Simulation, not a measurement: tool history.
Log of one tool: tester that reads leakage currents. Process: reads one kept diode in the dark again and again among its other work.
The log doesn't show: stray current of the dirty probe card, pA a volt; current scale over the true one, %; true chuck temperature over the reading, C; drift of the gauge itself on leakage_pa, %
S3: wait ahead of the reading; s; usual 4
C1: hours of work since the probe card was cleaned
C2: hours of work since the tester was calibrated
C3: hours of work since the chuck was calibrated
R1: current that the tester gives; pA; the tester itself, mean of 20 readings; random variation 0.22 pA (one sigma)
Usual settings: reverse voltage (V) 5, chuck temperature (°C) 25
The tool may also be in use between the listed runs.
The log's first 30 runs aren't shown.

{"run": 31, "hour": 6182.2, "reverse voltage (V)": 12.5, "chuck temperature (°C)": 21, "S3": 0.54, "C1": 916, "C2": 339, "C3": 1649, "R1": 83.12}
{"run": 32, "hour": 6446.5, "reverse voltage (V)": 5, "chuck temperature (°C)": 25, "S3": 1.18, "C1": 1074, "C2": 498, "C3": 1807, "R1": 77.99}
{"run": 33, "hour": 6667.6, "reverse voltage (V)": 9.05, "chuck temperature (°C)": 48, "S3": 0.48, "C1": 1207, "C2": 631, "C3": 1940, "R1": 522.49}
{"run": 34, "hour": 6778.0, "reverse voltage (V)": 8.7, "chuck temperature (°C)": 53, "S3": 0.48, "C1": 1273, "C2": 697, "C3": 2006, "R1": 719.86}
{"run": 35, "hour": 6917.5, "reverse voltage (V)": 8.7, "chuck temperature (°C)": 53, "S3": 0.48, "C1": 1357, "C2": 781, "C3": 2090, "R1": 723.98}
{"run": 36, "hour": 7186.8, "reverse voltage (V)": 4.55, "chuck temperature (°C)": 24, "S3": 4.19, "C1": 1519, "C2": 943, "C3": 2252, "R1": 71.15}
{"run": 37, "hour": 7388.0, "reverse voltage (V)": 10.78, "chuck temperature (°C)": 24, "S3": 2.02, "C1": 1639, "C2": 1063, "C3": 2372, "R1": 97.71}
{"hour": 7622.5, "done": "chuck's temperature calibrated"}
{"run": 38, "hour": 7635.6, "reverse voltage (V)": 10.78, "chuck temperature (°C)": 24, "S3": 2.02, "C1": 1787, "C2": 1211, "C3": 8, "R1": 90.77}

5 ways to go on from here, each from the tool as it stands after run 38. What would each give?
{"run": "A", "hour": 7894.1, "reverse voltage (V)": 16.87, "chuck temperature (°C)": 28, "S3": 1.55, "C1": 1942, "C2": 1366, "C3": 163, "R1": "?"}
{"run": "B", "hour": 7894.1, "reverse voltage (V)": 1.98, "chuck temperature (°C)": 25, "S3": 4, "C1": 1942, "C2": 1366, "C3": 163, "R1": "?"}
{"run": "C", "hour": 7894.1, "reverse voltage (V)": 5, "chuck temperature (°C)": 48, "S3": 0.68, "C1": 1942, "C2": 1366, "C3": 163, "R1": "?"}
{"run": "D", "hour": 7894.1, "reverse voltage (V)": 1.65, "chuck temperature (°C)": 27, "S3": 2.75, "C1": 1942, "C2": 1366, "C3": 163, "R1": "?"}
{"run": "E", "hour": 7894.1, "reverse voltage (V)": 5, "chuck temperature (°C)": 22, "S3": 4, "C1": 1942, "C2": 1366, "C3": 163, "R1": "?"}

run=A R1=146.55
run=B R1=53.66
run=C R1=404.4
run=D R1=58.74
run=E R1=58.85
Without the tool's hidden state the same runs would have given:
run=A R1=138.62
run=B R1=52.2
run=C R1=398.13
run=D R1=57.34
run=E R1=56.22
